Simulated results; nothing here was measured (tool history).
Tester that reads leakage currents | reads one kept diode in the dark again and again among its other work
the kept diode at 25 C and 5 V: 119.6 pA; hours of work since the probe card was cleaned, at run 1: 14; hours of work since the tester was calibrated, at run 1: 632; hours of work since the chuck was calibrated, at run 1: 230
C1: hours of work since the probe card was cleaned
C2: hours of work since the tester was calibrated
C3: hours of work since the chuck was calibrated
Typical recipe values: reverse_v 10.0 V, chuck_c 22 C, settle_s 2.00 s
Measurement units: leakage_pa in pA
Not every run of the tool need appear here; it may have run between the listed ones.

{"run": 1, "hour": 0.0, "reverse_v": 10.0, "chuck_c": 22, "settle_s": 2.0, "C1": 14, "C2": 632, "C3": 230, "leakage_pa": 132.71}
{"run": 2, "hour": 79.2, "reverse_v": 10.0, "chuck_c": 22, "settle_s": 2.0, "C1": 61, "C2": 679, "C3": 278, "leakage_pa": 132.55}
{"run": 3, "hour": 134.1, "reverse_v": 10.0, "chuck_c": 22, "settle_s": 2.0, "C1": 94, "C2": 712, "C3": 310, "leakage_pa": 131.4}
{"run": 4, "hour": 184.6, "reverse_v": 10.0, "chuck_c": 22, "settle_s": 2.0, "C1": 124, "C2": 743, "C3": 341, "leakage_pa": 131.8}
{"run": 5, "hour": 257.2, "reverse_v": 10.0, "chuck_c": 22, "settle_s": 2.0, "C1": 168, "C2": 786, "C3": 384, "leakage_pa": 131.02}
{"run": 6, "hour": 326.9, "reverse_v": 1.2, "chuck_c": 22, "settle_s": 2.0, "C1": 210, "C2": 828, "C3": 426, "leakage_pa": 45.88}
{"run": 7, "hour": 402.9, "reverse_v": 7.8, "chuck_c": 22, "settle_s": 2.0, "C1": 255, "C2": 873, "C3": 471, "leakage_pa": 114.91}
{"run": 8, "hour": 463.1, "reverse_v": 10.0, "chuck_c": 22, "settle_s": 2.0, "C1": 291, "C2": 909, "C3": 507, "leakage_pa": 130.36}
{"run": 9, "hour": 544.3, "reverse_v": 1.3, "chuck_c": 22, "settle_s": 2.0, "C1": 340, "C2": 958, "C3": 556, "leakage_pa": 47.29}
{"run": 10, "hour": 615.8, "reverse_v": 1.3, "chuck_c": 22, "settle_s": 2.0, "C1": 383, "C2": 1001, "C3": 599, "leakage_pa": 46.88}
{"run": 11, "hour": 700.6, "reverse_v": 1.3, "chuck_c": 22, "settle_s": 2.0, "C1": 433, "C2": 1052, "C3": 650, "leakage_pa": 46.68}
{"run": 12, "hour": 739.6, "reverse_v": 1.3, "chuck_c": 22, "settle_s": 2.0, "C1": 457, "C2": 1075, "C3": 673, "leakage_pa": 46.57}
{"run": 13, "hour": 822.3, "reverse_v": 1.3, "chuck_c": 22, "settle_s": 0.4, "C1": 506, "C2": 1124, "C3": 723, "leakage_pa": 47.56}
{"run": 14, "hour": 894.0, "reverse_v": 10.0, "chuck_c": 22, "settle_s": 2.0, "C1": 549, "C2": 1167, "C3": 765, "leakage_pa": 128.08}
{"run": 15, "hour": 951.9, "reverse_v": 10.0, "chuck_c": 22, "settle_s": 2.0, "C1": 584, "C2": 1202, "C3": 800, "leakage_pa": 127.18}
{"run": 16, "hour": 1019.0, "reverse_v": 10.0, "chuck_c": 22, "settle_s": 2.0, "C1": 624, "C2": 1242, "C3": 840, "leakage_pa": 126.87}
{"run": 17, "hour": 1103.5, "reverse_v": 10.0, "chuck_c": 22, "settle_s": 2.0, "C1": 675, "C2": 1293, "C3": 891, "leakage_pa": 126.3}
{"run": 18, "hour": 1160.5, "reverse_v": 10.0, "chuck_c": 22, "settle_s": 2.0, "C1": 709, "C2": 1327, "C3": 925, "leakage_pa": 125.9}
{"run": 19, "hour": 1199.3, "reverse_v": 10.0, "chuck_c": 22, "settle_s": 2.0, "C1": 732, "C2": 1350, "C3": 948, "leakage_pa": 125.33}
{"run": 20, "hour": 1246.0, "reverse_v": 10.0, "chuck_c": 22, "settle_s": 2.0, "C1": 760, "C2": 1378, "C3": 976, "leakage_pa": 124.8}
{"run": 21, "hour": 1324.5, "reverse_v": 6.5, "chuck_c": 60, "settle_s": 8.85, "C1": 807, "C2": 1425, "C3": 1023, "leakage_pa": 1196.45}
{"run": 22, "hour": 1397.6, "reverse_v": 3.2, "chuck_c": 22, "settle_s": 9.03, "C1": 851, "C2": 1469, "C3": 1067, "leakage_pa": 69.52}
{"run": 23, "hour": 1448.2, "reverse_v": 11.9, "chuck_c": 22, "settle_s": 3.22, "C1": 881, "C2": 1499, "C3": 1097, "leakage_pa": 134.26}
{"run": 24, "hour": 1500.0, "reverse_v": 11.9, "chuck_c": 22, "settle_s": 3.22, "C1": 912, "C2": 1530, "C3": 1128, "leakage_pa": 134.94}
{"hour": 1506.0, "done": "chuck's temperature calibrated"}
{"run": 25, "hour": 1555.0, "reverse_v": 13.1, "chuck_c": 20, "settle_s": 4.99, "C1": 944, "C2": 1562, "C3": 29, "leakage_pa": 137.63}
{"run": 26, "hour": 1642.8, "reverse_v": 13.1, "chuck_c": 20, "settle_s": 4.99, "C1": 996, "C2": 1614, "C3": 82, "leakage_pa": 137.02}
{"run": 27, "hour": 1714.0, "reverse_v": 13.1, "chuck_c": 20, "settle_s": 4.99, "C1": 1039, "C2": 1657, "C3": 125, "leakage_pa": 137.1}
{"run": 28, "hour": 1794.9, "reverse_v": 2.3, "chuck_c": 52, "settle_s": 0.5, "C1": 1087, "C2": 1706, "C3": 173, "leakage_pa": 483.32}
{"run": 29, "hour": 1862.8, "reverse_v": 2.3, "chuck_c": 52, "settle_s": 0.5, "C1": 1128, "C2": 1746, "C3": 214, "leakage_pa": 481.44}
{"run": 30, "hour": 1950.3, "reverse_v": 10.0, "chuck_c": 58, "settle_s": 4.63, "C1": 1180, "C2": 1799, "C3": 266, "leakage_pa": 1400.38}
{"run": 31, "hour": 2015.2, "reverse_v": 10.0, "chuck_c": 58, "settle_s": 4.63, "C1": 1219, "C2": 1837, "C3": 305, "leakage_pa": 1395.99}
{"run": 32, "hour": 2079.2, "reverse_v": 10.0, "chuck_c": 58, "settle_s": 4.63, "C1": 1258, "C2": 1876, "C3": 343, "leakage_pa": 1387.2}
{"run": 33, "hour": 2119.7, "reverse_v": 10.0, "chuck_c": 26, "settle_s": 4.63, "C1": 1282, "C2": 1900, "C3": 367, "leakage_pa": 178.92}
{"run": 34, "hour": 2181.3, "reverse_v": 10.0, "chuck_c": 26, "settle_s": 4.63, "C1": 1319, "C2": 1937, "C3": 404, "leakage_pa": 179.58}
{"run": 35, "hour": 2257.6, "reverse_v": 10.0, "chuck_c": 26, "settle_s": 4.63, "C1": 1364, "C2": 1983, "C3": 450, "leakage_pa": 178.18}
{"run": 36, "hour": 2296.0, "reverse_v": 10.0, "chuck_c": 31, "settle_s": 4.63, "C1": 1387, "C2": 2006, "C3": 473, "leakage_pa": 249.39}
{"run": 37, "hour": 2384.7, "reverse_v": 6.2, "chuck_c": 43, "settle_s": 3.94, "C1": 1441, "C2": 2059, "C3": 526, "leakage_pa": 434.12}
{"hour": 2411.1, "done": "probe card cleaned and baked"}
{"run": 38, "hour": 2456.7, "reverse_v": 1.2, "chuck_c": 27, "settle_s": 3.26, "C1": 27, "C2": 2100, "C3": 567, "leakage_pa": 64.96}
{"run": 39, "hour": 2516.8, "reverse_v": 10.0, "chuck_c": 58, "settle_s": 1.59, "C1": 63, "C2": 2136, "C3": 603, "leakage_pa": 1366.37}
{"run": 40, "hour": 2560.7, "reverse_v": 6.3, "chuck_c": 20, "settle_s": 0.4, "C1": 90, "C2": 2162, "C3": 630, "leakage_pa": 92.39}

Hidden state or all else? Some run-to-run changes of leakage_pa, split into what the settings, what came in and random variation would give without the hidden state, and what is left for the hidden state (with any gauge scatter that isn't in both results):
Unlogged tool condition in this case: stray current of the dirty probe card, pA a volt; current scale over the true one, %; true chuck temperature over the reading, C; drift of the gauge itself on leakage_pa, %.
Run 20 -> 21: reverse_v 10.0 -> 6.5, chuck_c 22 -> 60, settle_s 2.00 -> 8.85. leakage_pa +1071.65 pA: hidden state -97.38, all else +1169.03.
Run 21 -> 22: reverse_v 6.5 -> 3.2, chuck_c 60 -> 22, settle_s 8.85 -> 9.03. leakage_pa -1126.93 pA: hidden state +100.89, all else -1227.82.
Run 32 -> 33: chuck_c 58 -> 26. leakage_pa -1208.28 pA: hidden state +31.87, all else -1240.15.
Run 38 -> 39: reverse_v 1.2 -> 10.0, chuck_c 27 -> 58, settle_s 3.26 -> 1.59. leakage_pa +1301.41 pA: hidden state -65.17, all else +1366.58.
Run 39 -> 40: reverse_v 10.0 -> 6.3, chuck_c 58 -> 20, settle_s 1.59 -> 0.40. leakage_pa -1273.98 pA: hidden state +63.14, all else -1337.12.
